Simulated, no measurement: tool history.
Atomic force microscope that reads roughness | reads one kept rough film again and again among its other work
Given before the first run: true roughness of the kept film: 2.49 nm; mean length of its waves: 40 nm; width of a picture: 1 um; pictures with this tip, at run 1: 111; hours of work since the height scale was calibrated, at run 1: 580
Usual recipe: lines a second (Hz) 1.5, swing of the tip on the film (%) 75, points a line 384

| run | hour | lines a second (Hz) | swing of the tip on the film (%) | points a line | pictures with this tip | hours of work since the height scale was calibrated | roughness of the kept film (nm (root mean square)) |
|---|---|---|---|---|---|---|---|
| 1 | 0 | 1.5 | 75 | 384 | 111 | 580 | 1.96 |
|  | 6.9 | new tip fitted |
| 2 | 44.1 | 1.5 | 75 | 384 | 51 | 614 | 2.106 |
| 3 | 75 | 1.5 | 75 | 384 | 94 | 638 | 2 |
|  | 94.2 | new tip fitted |
| 4 | 119.6 | 1.5 | 75 | 384 | 35 | 673 | 2.154 |
| 5 | 169.2 | 1.5 | 59 | 384 | 103 | 712 | 2.08 |
|  | 182.1 | new tip fitted |
| 6 | 227 | 1.5 | 59 | 384 | 62 | 758 | 2.175 |
|  | 272.2 | new tip fitted |
| 7 | 275.1 | 1.5 | 59 | 384 | 4 | 795 | 2.337 |
| 8 | 304.7 | 1.5 | 60 | 384 | 45 | 819 | 2.206 |
| 9 | 339.6 | 0.56 | 75 | 384 | 93 | 846 | 2.099 |
|  | 361.2 | new tip fitted |
| 10 | 389.9 | 0.56 | 75 | 384 | 39 | 885 | 2.208 |
| 11 | 436 | 0.56 | 75 | 384 | 103 | 922 | 2.055 |
|  | 450.2 | new tip fitted |
| 12 | 497.4 | 0.56 | 75 | 384 | 65 | 970 | 2.171 |
| 13 | 529.7 | 0.56 | 75 | 384 | 110 | 995 | 2.078 |
|  | 540.2 | new tip fitted |
| 14 | 586.9 | 1.5 | 75 | 882 | 65 | 1040 | 2.115 |
|  | 628.6 | new tip fitted |
| 15 | 656.3 | 1.98 | 75 | 384 | 38 | 1095 | 2.121 |
| 16 | 690.5 | 1.98 | 75 | 384 | 85 | 1122 | 2.042 |
|  | 715.5 | new tip fitted |
| 17 | 759.6 | 1 | 67 | 371 | 61 | 1176 | 2.161 |
|  | 803 | new tip fitted |
| 18 | 829 | 3.76 | 68 | 339 | 36 | 1230 | 2.079 |
| 19 | 876.7 | 1.17 | 71 | 419 | 102 | 1268 | 2.067 |
|  | 893 | new tip fitted |
| 20 | 936.2 | 2.11 | 76 | 852 | 60 | 1314 | 2.049 |
| 21 | 966.2 | 1.5 | 75 | 409 | 101 | 1338 | 1.999 |
|  | 981.5 | new tip fitted |
| 22 | 1032.4 | 1.5 | 75 | 409 | 70 | 1390 | 2.097 |
|  | 1069.4 | new tip fitted |
| 23 | 1089 | 0.5 | 80 | 687 | 27 | 1434 | 2.283 |
| 24 | 1153.3 | 0.96 | 84 | 777 | 116 | 1485 | 1.993 |
|  | 1157.2 | new tip fitted |
| 25 | 1202.1 | 0.7 | 57 | 569 | 62 | 1523 | 2.196 |
|  | 1246.8 | new tip fitted |
| 26 | 1247.5 | 0.78 | 74 | 935 | 1 | 1558 | 2.341 |
| 27 | 1304.7 | 0.78 | 74 | 935 | 80 | 1604 | 2.139 |
|  | 1335.8 | new tip fitted |
| 28 | 1360.4 | 1.96 | 75 | 870 | 34 | 1647 | 2.123 |
| 29 | 1405.7 | 1.96 | 75 | 870 | 96 | 1683 | 2.026 |
|  | 1423.7 | new tip fitted |
| 30 | 1439.7 | 3.95 | 58 | 502 | 23 | 1709 | 2.215 |
| 31 | 1495.1 | 1.23 | 58 | 649 | 99 | 1753 | 2.137 |

For each entry between runs, how does the tool's hidden state at the last listed run before it compare with that at the first listed run after it?
Runs 1 to 2: new tip fitted (hour 6.9)
  radius of the tip, nm: 32.6 -> 18.2; height scale over the true one, %: 0.38 -> 0.4
  difference, measured minus the result without the unlogged condition, roughness of the kept film (nm (root mean square)): -0.286 -> -0.131
Runs 3 to 4: new tip fitted (hour 94.2)
  radius of the tip, nm: 27.2 -> 15.1; height scale over the true one, %: 0.41 -> 0.43
  difference, measured minus the result without the unlogged condition, roughness of the kept film (nm (root mean square)): -0.23 -> -0.094
Runs 5 to 6: new tip fitted (hour 182.1)
  radius of the tip, nm: 28.9 -> 19.5; height scale over the true one, %: 0.45 -> 0.47
  difference, measured minus the result without the unlogged condition, roughness of the kept film (nm (root mean square)): -0.258 -> -0.151
Runs 6 to 7: new tip fitted (hour 272.2)
  radius of the tip, nm: 19.5 -> 7.9; height scale over the true one, %: 0.47 -> 0.49
  difference, measured minus the result without the unlogged condition, roughness of the kept film (nm (root mean square)): -0.151 -> -0.002
Runs 9 to 10: new tip fitted (hour 361.2)
  radius of the tip, nm: 26.5 -> 15.9; height scale over the true one, %: 0.51 -> 0.53
  difference, measured minus the result without the unlogged condition, roughness of the kept film (nm (root mean square)): -0.229 -> -0.104
Runs 11 to 12: new tip fitted (hour 450.2)
  radius of the tip, nm: 28.6 -> 19.1; height scale over the true one, %: 0.54 -> 0.57
  difference, measured minus the result without the unlogged condition, roughness of the kept film (nm (root mean square)): -0.25 -> -0.141
Runs 13 to 14: new tip fitted (hour 540.2)
  radius of the tip, nm: 27.5 -> 19.7; height scale over the true one, %: 0.58 -> 0.6
  difference, measured minus the result without the unlogged condition, roughness of the kept film (nm (root mean square)): -0.238 -> -0.145
Runs 14 to 15: new tip fitted (hour 628.6)
  radius of the tip, nm: 19.7 -> 14.8; height scale over the true one, %: 0.6 -> 0.63
  difference, measured minus the result without the unlogged condition, roughness of the kept film (nm (root mean square)): -0.145 -> -0.083
Runs 16 to 17: new tip fitted (hour 715.5)
  radius of the tip, nm: 24.1 -> 20.3; height scale over the true one, %: 0.64 -> 0.66
  difference, measured minus the result without the unlogged condition, roughness of the kept film (nm (root mean square)): -0.191 -> -0.155
Runs 17 to 18: new tip fitted (hour 803)
  radius of the tip, nm: 20.3 -> 14.1; height scale over the true one, %: 0.66 -> 0.69
  difference, measured minus the result without the unlogged condition, roughness of the kept film (nm (root mean square)): -0.155 -> -0.073
Runs 19 to 20: new tip fitted (hour 893)
  radius of the tip, nm: 27.2 -> 21.4; height scale over the true one, %: 0.71 -> 0.73
  difference, measured minus the result without the unlogged condition, roughness of the kept film (nm (root mean square)): -0.229 -> -0.158
Runs 21 to 22: new tip fitted (hour 981.5)
  radius of the tip, nm: 29.8 -> 21.2; height scale over the true one, %: 0.74 -> 0.76
  difference, measured minus the result without the unlogged condition, roughness of the kept film (nm (root mean square)): -0.253 -> -0.159
Runs 22 to 23: new tip fitted (hour 1069.4)
  radius of the tip, nm: 21.2 -> 12.5; height scale over the true one, %: 0.76 -> 0.78
  difference, measured minus the result without the unlogged condition, roughness of the kept film (nm (root mean square)): -0.159 -> -0.055
Runs 24 to 25: new tip fitted (hour 1157.2)
  radius of the tip, nm: 31.3 -> 20.3; height scale over the true one, %: 0.81 -> 0.82
  difference, measured minus the result without the unlogged condition, roughness of the kept film (nm (root mean square)): -0.268 -> -0.152
Runs 25 to 26: new tip fitted (hour 1246.8)
  radius of the tip, nm: 20.3 -> 7.3; height scale over the true one, %: 0.82 -> 0.84
  difference, measured minus the result without the unlogged condition, roughness of the kept film (nm (root mean square)): -0.152 -> +0.016
Runs 27 to 28: new tip fitted (hour 1335.8)
  radius of the tip, nm: 24.1 -> 14.6; height scale over the true one, %: 0.86 -> 0.88
  difference, measured minus the result without the unlogged condition, roughness of the kept film (nm (root mean square)): -0.195 -> -0.075
Runs 29 to 30: new tip fitted (hour 1423.7)
  radius of the tip, nm: 27 -> 11.6; height scale over the true one, %: 0.9 -> 0.91
  difference, measured minus the result without the unlogged condition, roughness of the kept film (nm (root mean square)): -0.218 -> -0.04
